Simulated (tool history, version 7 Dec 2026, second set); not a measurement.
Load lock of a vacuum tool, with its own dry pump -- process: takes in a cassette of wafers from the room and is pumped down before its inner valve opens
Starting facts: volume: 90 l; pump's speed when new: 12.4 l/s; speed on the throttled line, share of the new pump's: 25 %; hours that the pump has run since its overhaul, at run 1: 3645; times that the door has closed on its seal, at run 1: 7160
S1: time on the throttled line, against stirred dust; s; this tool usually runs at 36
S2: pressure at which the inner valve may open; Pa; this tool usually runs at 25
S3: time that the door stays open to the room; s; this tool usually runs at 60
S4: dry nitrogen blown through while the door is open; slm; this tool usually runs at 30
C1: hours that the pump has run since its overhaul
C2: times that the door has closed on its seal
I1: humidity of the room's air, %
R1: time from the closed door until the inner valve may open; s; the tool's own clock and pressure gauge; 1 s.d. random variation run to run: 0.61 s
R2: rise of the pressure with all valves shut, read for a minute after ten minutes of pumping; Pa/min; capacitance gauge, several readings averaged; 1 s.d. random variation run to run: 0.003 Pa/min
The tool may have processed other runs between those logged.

{"run": 1, "hour": 0.0, "S1": 36, "S2": 25, "S3": 60, "S4": 30, "C1": 3645, "C2": 7160, "I1": 42.3, "R1": 90.1, "R2": 0.072}
{"run": 2, "hour": 253.3, "S1": 36, "S2": 25, "S3": 60, "S4": 30, "C1": 3899, "C2": 8393, "I1": 44.5, "R1": 90, "R2": 0.087}
{"run": 3, "hour": 438.1, "S1": 36, "S2": 25, "S3": 60, "S4": 30, "C1": 4084, "C2": 9293, "I1": 44.2, "R1": 90.2, "R2": 0.096}
{"run": 4, "hour": 584.1, "S1": 36, "S2": 25, "S3": 60, "S4": 30, "C1": 4230, "C2": 10004, "I1": 45.1, "R1": 91.1, "R2": 0.103}
{"run": 5, "hour": 743.4, "S1": 36, "S2": 45, "S3": 60, "S4": 30, "C1": 4389, "C2": 10780, "I1": 46.3, "R1": 86.9, "R2": 0.113}
{"run": 6, "hour": 969.8, "S1": 36, "S2": 19, "S3": 60, "S4": 30, "C1": 4615, "C2": 11882, "I1": 46, "R1": 92.8, "R2": 0.122}
{"run": 7, "hour": 1173.8, "S1": 36, "S2": 19, "S3": 60, "S4": 30, "C1": 4819, "C2": 12876, "I1": 44.7, "R1": 93.8, "R2": 0.135}
{"run": 8, "hour": 1397.6, "S1": 36, "S2": 19, "S3": 60, "S4": 30, "C1": 5043, "C2": 13965, "I1": 43, "R1": 93.4, "R2": 0.145}
{"run": 9, "hour": 1632.9, "S1": 36, "S2": 25, "S3": 60, "S4": 30, "C1": 5278, "C2": 15111, "I1": 40.8, "R1": 91.5, "R2": 0.155}
{"run": 10, "hour": 1857.5, "S1": 68, "S2": 25, "S3": 60, "S4": 30, "C1": 5503, "C2": 16205, "I1": 44.9, "R1": 115.4, "R2": 0.17}
{"run": 11, "hour": 2061.8, "S1": 68, "S2": 25, "S3": 60, "S4": 30, "C1": 5707, "C2": 17199, "I1": 46.4, "R1": 114.3, "R2": 0.181}
{"run": 12, "hour": 2214.0, "S1": 68, "S2": 25, "S3": 60, "S4": 30, "C1": 5859, "C2": 17941, "I1": 45.6, "R1": 114.2, "R2": 0.188}
{"run": 13, "hour": 2447.5, "S1": 68, "S2": 25, "S3": 60, "S4": 30, "C1": 6093, "C2": 19078, "I1": 42.7, "R1": 114.1, "R2": 0.201}
{"run": 14, "hour": 2650.8, "S1": 36, "S2": 25, "S3": 60, "S4": 30, "C1": 6296, "C2": 20068, "I1": 44.2, "R1": 92.2, "R2": 0.216}
{"run": 15, "hour": 2890.5, "S1": 36, "S2": 25, "S3": 60, "S4": 32, "C1": 6536, "C2": 21235, "I1": 43, "R1": 92.3, "R2": 0.229}
{"run": 16, "hour": 3061.9, "S1": 26, "S2": 25, "S3": 60, "S4": 32, "C1": 6707, "C2": 22069, "I1": 48.1, "R1": 84.6, "R2": 0.247}
{"run": 17, "hour": 3213.8, "S1": 26, "S2": 25, "S3": 60, "S4": 32, "C1": 6859, "C2": 22809, "I1": 45, "R1": 85.2, "R2": 0.259}
{"run": 18, "hour": 3326.7, "S1": 36, "S2": 25, "S3": 60, "S4": 30, "C1": 6972, "C2": 23359, "I1": 47.2, "R1": 93.6, "R2": 0.276}
{"run": 19, "hour": 3507.7, "S1": 36, "S2": 25, "S3": 60, "S4": 30, "C1": 7153, "C2": 24240, "I1": 43.3, "R1": 93.1, "R2": 0.286}
{"run": 20, "hour": 3762.0, "S1": 70, "S2": 31, "S3": 60, "S4": 30, "C1": 7407, "C2": 25479, "I1": 42.6, "R1": 116.8, "R2": 0.301}
{"run": 21, "hour": 4030.3, "S1": 36, "S2": 34, "S3": 48, "S4": 30, "C1": 7676, "C2": 26785, "I1": 48.2, "R1": 92.3, "R2": 0.325}
{"run": 22, "hour": 4262.8, "S1": 23, "S2": 34, "S3": 48, "S4": 30, "C1": 7908, "C2": 27917, "I1": 45.8, "R1": 82.1, "R2": 0.342}
{"run": 23, "hour": 4503.3, "S1": 25, "S2": 34, "S3": 26, "S4": 30, "C1": 8149, "C2": 29088, "I1": 46.5, "R1": 83.2, "R2": 0.351}
{"run": 24, "hour": 4771.3, "S1": 26, "S2": 25, "S3": 60, "S4": 32, "C1": 8417, "C2": 30393, "I1": 44.4, "R1": 86.6, "R2": 0.39}
{"run": 25, "hour": 4911.5, "S1": 26, "S2": 25, "S3": 60, "S4": 32, "C1": 8557, "C2": 31076, "I1": 43.1, "R1": 87, "R2": 0.401}
{"run": 26, "hour": 5168.7, "S1": 20, "S2": 49, "S3": 31, "S4": 7, "C1": 8814, "C2": 32328, "I1": 46.5, "R1": 76.9, "R2": 0.426}
{"run": 27, "hour": 5340.1, "S1": 36, "S2": 49, "S3": 122, "S4": 39, "C1": 8986, "C2": 33163, "I1": 48.1, "R1": 89.4, "R2": 0.443}
{"run": 28, "hour": 5526.7, "S1": 29, "S2": 20, "S3": 41, "S4": 4, "C1": 9172, "C2": 34072, "I1": 43.3, "R1": 91, "R2": 0.462}
{"run": 29, "hour": 5697.4, "S1": 36, "S2": 20, "S3": 181, "S4": 30, "C1": 9343, "C2": 34903, "I1": 43.9, "R1": 96.7, "R2": 0.499}
{"run": 30, "hour": 5890.6, "S1": 36, "S2": 21, "S3": 60, "S4": 8, "C1": 9536, "C2": 35843, "I1": 46.2, "R1": 96.5, "R2": 0.512}
{"run": 31, "hour": 6113.4, "S1": 56, "S2": 29, "S3": 60, "S4": 7, "C1": 9759, "C2": 36928, "I1": 44.8, "R1": 106.4, "R2": 0.529}
{"run": 32, "hour": 6274.3, "S1": 19, "S2": 31, "S3": 189, "S4": 7, "C1": 9920, "C2": 37712, "I1": 41.8, "R1": 82.1, "R2": 0.61}
{"run": 33, "hour": 6441.5, "S1": 24, "S2": 18, "S3": 189, "S4": 7, "C1": 10087, "C2": 38526, "I1": 46.3, "R1": 90.6, "R2": 0.633}
{"run": 34, "hour": 6577.3, "S1": 30, "S2": 27, "S3": 60, "S4": 6, "C1": 10223, "C2": 39187, "I1": 41.2, "R1": 91.7, "R2": 0.587}
{"run": 35, "hour": 6834.2, "S1": 40, "S2": 23, "S3": 60, "S4": 30, "C1": 10480, "C2": 40438, "I1": 47.2, "R1": 99.1, "R2": 0.591}
{"run": 36, "hour": 6962.3, "S1": 40, "S2": 23, "S3": 60, "S4": 30, "C1": 10608, "C2": 41062, "I1": 43.6, "R1": 97.5, "R2": 0.604}
{"run": 37, "hour": 7161.9, "S1": 25, "S2": 25, "S3": 60, "S4": 30, "C1": 10807, "C2": 42034, "I1": 40.9, "R1": 88.2, "R2": 0.634}
{"run": 38, "hour": 7393.9, "S1": 71, "S2": 26, "S3": 60, "S4": 30, "C1": 11039, "C2": 43164, "I1": 44.9, "R1": 121.5, "R2": 0.656}

How would selected steps in R1 from run to run divide? Give the signed amount a tool lacking its hidden state would still show from settings, what came in and random variation, and the signed amount left for the hidden state, including any gauge scatter that is not in both of the compared results.
Unlogged tool condition in this case: pump's speed, % of a new pump's; leak at the door's seal, Pa l/s; drift of the gauge itself on ready_s, %; drift of the gauge itself on rise_pa_min, %.
Run 20 -> 21: S1 70 -> 36, S2 31 -> 34, S3 60 -> 48. R1 -24.5 s: hidden state +1.1, all else -25.6.
Run 27 -> 28: S1 36 -> 29, S2 49 -> 20, S3 122 -> 41, S4 39 -> 4. R1 +1.6 s: hidden state +1.3, all else +0.3.
Run 31 -> 32: S1 56 -> 19, S2 29 -> 31, S3 60 -> 189. R1 -24.3 s: hidden state +1.6, all else -25.9.
Run 37 -> 38: S1 25 -> 71, S2 25 -> 26. R1 +33.3 s: hidden state -1.8, all else +35.1.

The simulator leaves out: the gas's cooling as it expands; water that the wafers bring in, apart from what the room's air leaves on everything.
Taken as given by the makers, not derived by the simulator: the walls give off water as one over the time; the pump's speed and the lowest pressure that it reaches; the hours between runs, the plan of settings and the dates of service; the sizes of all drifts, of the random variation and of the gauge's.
